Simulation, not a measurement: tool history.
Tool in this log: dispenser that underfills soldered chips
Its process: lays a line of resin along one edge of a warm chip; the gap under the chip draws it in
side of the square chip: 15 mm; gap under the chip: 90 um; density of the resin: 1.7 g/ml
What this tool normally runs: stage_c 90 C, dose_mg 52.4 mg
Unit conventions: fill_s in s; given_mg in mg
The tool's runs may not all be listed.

run   hour  stage_c  dose_mg  fill_s  given_mg
  1      0       90     52.4    73.6     51.87
  2    2.5       90     52.4    86.1     51.41
       3.6  -- new syringe of resin
  3    5.3       90     52.4    45.6     51.84
  4   10.5       90     52.4    62.8     51.59
  5     15       90     52.4    79.7     51.41
        17  -- new syringe of resin
  6   17.8       90     52.4    43.8     50.84
  7   21.1       90     52.4    53.2     51.25
  8   25.9       90     52.4    69.4     51.11
  9   29.4       90     52.4    86.2     51.18
      30.1  -- new syringe of resin
 10     34       90     52.4    52.3     50.69
 11   36.3       90     52.4    60.1     50.68
 12   39.5       90     52.4    72.2     50.61
      43.2  -- new syringe of resin
 13   43.2       90     52.4    42.8     50.58
 14   46.4      101     52.4    36.4     50.28
 15   51.2      101     52.4    47.2     49.89
      56.4  -- new syringe of resin
 16   57.1      101     52.4    31.9      50.2
 17   61.2       80     52.4    76.2      50.1
 18   66.6       78     45.1   117.4     42.94
      69.7  -- new syringe of resin
 19   72.5       78     45.1    77.8      42.7
 20   75.7       78     45.1    93.1      42.6
 21   78.3       81     47.4    97.3     44.27
 22   81.4       81     47.4   115.9     44.47
      82.9  -- new syringe of resin
 23   85.2       79     44.8    72.8     42.29
      90.1  -- dispensing valve cleaned and set on the balance
 24   90.2      101     65.4    41.6     65.45
 25     93      101     65.4      50     65.47
 26   95.8       80     60.6   110.5     59.82
        97  -- new syringe of resin
 27   98.4       90     46.6    46.5     45.97
 28  101.1       94     45.3    48.8     45.21

Each row is a separate what-if for the run after 28, all from the same tool condition, not one after another. Results?
  A  106.7       93     48.6       ?         ?
  B  106.7       94     63.5       ?         ?
  C  106.7       85     49.8       ?         ?
  D  106.7       96     67.1       ?         ?

run  fill_s  given_mg
  A      68     47.87
  B    62.5     63.49
  C    86.2     49.33
  D    59.5     66.79
What these runs would have given with no unlogged condition in the tool:
run  fill_s  given_mg
  A    38.9     48.38
  B    35.8     64.17
  C    49.3     49.86
  D    34.1     67.51

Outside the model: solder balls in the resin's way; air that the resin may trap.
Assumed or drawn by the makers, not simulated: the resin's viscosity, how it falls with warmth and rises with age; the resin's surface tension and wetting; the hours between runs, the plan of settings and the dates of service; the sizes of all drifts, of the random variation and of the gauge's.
